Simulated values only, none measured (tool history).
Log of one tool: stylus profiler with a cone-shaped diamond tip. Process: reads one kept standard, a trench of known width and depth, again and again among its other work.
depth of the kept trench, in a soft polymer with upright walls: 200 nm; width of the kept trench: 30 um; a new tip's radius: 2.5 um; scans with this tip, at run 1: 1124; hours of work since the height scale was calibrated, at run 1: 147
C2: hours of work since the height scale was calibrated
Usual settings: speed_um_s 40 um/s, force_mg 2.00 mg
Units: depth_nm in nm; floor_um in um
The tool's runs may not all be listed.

run 1 hour=0.0 | speed_um_s=40 force_mg=2.00 | scans_with_this_tip=1124 C2=147 | depth_nm=201.14 floor_um=27.79
run 2 hour=17.9 | speed_um_s=40 force_mg=2.00 | scans_with_this_tip=1188 C2=155 | depth_nm=201.26 floor_um=27.76
run 3 hour=36.1 | speed_um_s=40 force_mg=2.00 | scans_with_this_tip=1253 C2=163 | depth_nm=201.16 floor_um=27.75
run 4 hour=47.5 | speed_um_s=40 force_mg=2.00 | scans_with_this_tip=1294 C2=169 | depth_nm=201.22 floor_um=27.75
run 5 hour=62.7 | speed_um_s=40 force_mg=5.59 | scans_with_this_tip=1348 C2=176 | depth_nm=202.47 floor_um=27.87
run 6 hour=76.0 | speed_um_s=40 force_mg=5.59 | scans_with_this_tip=1395 C2=182 | depth_nm=202.43 floor_um=27.84
run 7 hour=89.4 | speed_um_s=40 force_mg=5.59 | scans_with_this_tip=1443 C2=188 | depth_nm=202.55 floor_um=27.87
run 8 hour=105.1 | speed_um_s=40 force_mg=5.59 | scans_with_this_tip=1499 C2=196 | depth_nm=202.51 floor_um=27.83
run 9 hour=115.9 | speed_um_s=40 force_mg=4.29 | scans_with_this_tip=1538 C2=201 | depth_nm=202.13 floor_um=27.86
run 10 hour=125.1 | speed_um_s=40 force_mg=4.29 | scans_with_this_tip=1570 C2=205 | depth_nm=202.03 floor_um=27.81
run 11 hour=135.3 | speed_um_s=40 force_mg=4.29 | scans_with_this_tip=1607 C2=210 | depth_nm=202.17 floor_um=27.80
run 12 hour=146.4 | speed_um_s=40 force_mg=4.29 | scans_with_this_tip=1646 C2=215 | depth_nm=202.09 floor_um=27.81
-- hour=147.8 height scale calibrated on a step standard
run 13 hour=158.1 | speed_um_s=40 force_mg=4.29 | scans_with_this_tip=1686 C2=5 | depth_nm=201.91 floor_um=27.86
run 14 hour=166.2 | speed_um_s=40 force_mg=2.00 | scans_with_this_tip=1715 C2=9 | depth_nm=201.10 floor_um=27.69
run 15 hour=182.1 | speed_um_s=40 force_mg=2.00 | scans_with_this_tip=1772 C2=16 | depth_nm=201.05 floor_um=27.70
run 16 hour=197.5 | speed_um_s=40 force_mg=2.00 | scans_with_this_tip=1827 C2=23 | depth_nm=201.05 floor_um=27.81
run 17 hour=207.9 | speed_um_s=40 force_mg=4.81 | scans_with_this_tip=1864 C2=28 | depth_nm=202.13 floor_um=27.80
run 18 hour=221.1 | speed_um_s=40 force_mg=2.00 | scans_with_this_tip=1911 C2=34 | depth_nm=201.10 floor_um=27.76
run 19 hour=233.1 | speed_um_s=40 force_mg=2.00 | scans_with_this_tip=1954 C2=40 | depth_nm=201.12 floor_um=27.71
run 20 hour=251.6 | speed_um_s=40 force_mg=1.83 | scans_with_this_tip=2020 C2=48 | depth_nm=200.99 floor_um=27.76
-- hour=262.3 height scale calibrated on a step standard, once more
run 21 hour=268.9 | speed_um_s=40 force_mg=1.83 | scans_with_this_tip=2080 C2=3 | depth_nm=201.30 floor_um=27.72
run 22 hour=279.4 | speed_um_s=40 force_mg=2.00 | scans_with_this_tip=2117 C2=8 | depth_nm=201.28 floor_um=27.81
run 23 hour=297.0 | speed_um_s=40 force_mg=2.00 | scans_with_this_tip=2180 C2=16 | depth_nm=201.23 floor_um=27.73
run 24 hour=309.9 | speed_um_s=40 force_mg=2.00 | scans_with_this_tip=2226 C2=22 | depth_nm=201.26 floor_um=27.69
run 25 hour=328.8 | speed_um_s=36 force_mg=1.13 | scans_with_this_tip=2293 C2=31 | depth_nm=200.89 floor_um=27.67
run 26 hour=337.0 | speed_um_s=18 force_mg=1.71 | scans_with_this_tip=2322 C2=35 | depth_nm=201.10 floor_um=27.84
run 27 hour=356.1 | speed_um_s=18 force_mg=1.71 | scans_with_this_tip=2391 C2=44 | depth_nm=201.04 floor_um=27.85
run 28 hour=364.5 | speed_um_s=18 force_mg=1.71 | scans_with_this_tip=2421 C2=48 | depth_nm=201.17 floor_um=27.88
run 29 hour=373.9 | speed_um_s=40 force_mg=3.90 | scans_with_this_tip=2454 C2=52 | depth_nm=201.96 floor_um=27.82
run 30 hour=384.5 | speed_um_s=40 force_mg=3.90 | scans_with_this_tip=2492 C2=57 | depth_nm=201.89 floor_um=27.76
run 31 hour=401.1 | speed_um_s=128 force_mg=4.28 | scans_with_this_tip=2551 C2=65 | depth_nm=202.22 floor_um=27.49
run 32 hour=409.8 | speed_um_s=23 force_mg=5.93 | scans_with_this_tip=2582 C2=69 | depth_nm=202.59 floor_um=27.90
run 33 hour=425.8 | speed_um_s=19 force_mg=3.73 | scans_with_this_tip=2639 C2=76 | depth_nm=201.94 floor_um=27.87
run 34 hour=444.1 | speed_um_s=19 force_mg=3.73 | scans_with_this_tip=2704 C2=85 | depth_nm=201.81 floor_um=27.88
run 35 hour=453.3 | speed_um_s=126 force_mg=2.00 | scans_with_this_tip=2737 C2=89 | depth_nm=201.19 floor_um=27.24
run 36 hour=465.9 | speed_um_s=103 force_mg=2.05 | scans_with_this_tip=2782 C2=95 | depth_nm=201.20 floor_um=27.36
run 37 hour=484.7 | speed_um_s=26 force_mg=4.05 | scans_with_this_tip=2849 C2=103 | depth_nm=201.85 floor_um=27.80
run 38 hour=497.5 | speed_um_s=26 force_mg=4.05 | scans_with_this_tip=2895 C2=109 | depth_nm=201.99 floor_um=27.84
run 39 hour=513.0 | speed_um_s=44 force_mg=4.93 | scans_with_this_tip=2950 C2=117 | depth_nm=202.23 floor_um=27.75
run 40 hour=526.8 | speed_um_s=44 force_mg=1.27 | scans_with_this_tip=2999 C2=123 | depth_nm=200.87 floor_um=27.64
run 41 hour=538.0 | speed_um_s=12 force_mg=2.35 | scans_with_this_tip=3039 C2=128 | depth_nm=201.36 floor_um=27.89
run 42 hour=550.6 | speed_um_s=41 force_mg=2.00 | scans_with_this_tip=3084 C2=134 | depth_nm=201.10 floor_um=27.68
run 43 hour=563.1 | speed_um_s=41 force_mg=2.00 | scans_with_this_tip=3129 C2=140 | depth_nm=201.14 floor_um=27.65
run 44 hour=572.0 | speed_um_s=95 force_mg=5.82 | scans_with_this_tip=3161 C2=144 | depth_nm=202.44 floor_um=27.72
run 45 hour=584.0 | speed_um_s=95 force_mg=5.82 | scans_with_this_tip=3203 C2=150 | depth_nm=202.59 floor_um=27.63

3 ways to go on from here, each from the tool as it stands after run 45. What would each give?
run A hour=602.7 | speed_um_s=40 force_mg=3.21 | scans_with_this_tip=3270 C2=158 | depth_nm=? floor_um=?
run B hour=602.7 | speed_um_s=114 force_mg=5.82 | scans_with_this_tip=3270 C2=158 | depth_nm=? floor_um=?
run C hour=602.7 | speed_um_s=22 force_mg=1.06 | scans_with_this_tip=3270 C2=158 | depth_nm=? floor_um=?

run=A depth_nm=201.65 floor_um=27.72
run=B depth_nm=202.58 floor_um=27.58
run=C depth_nm=200.70 floor_um=27.76
Without the tool's hidden state the same runs would have given:
run=A depth_nm=201.74 floor_um=27.82
run=B depth_nm=202.67 floor_um=27.69
run=C depth_nm=200.79 floor_um=27.87
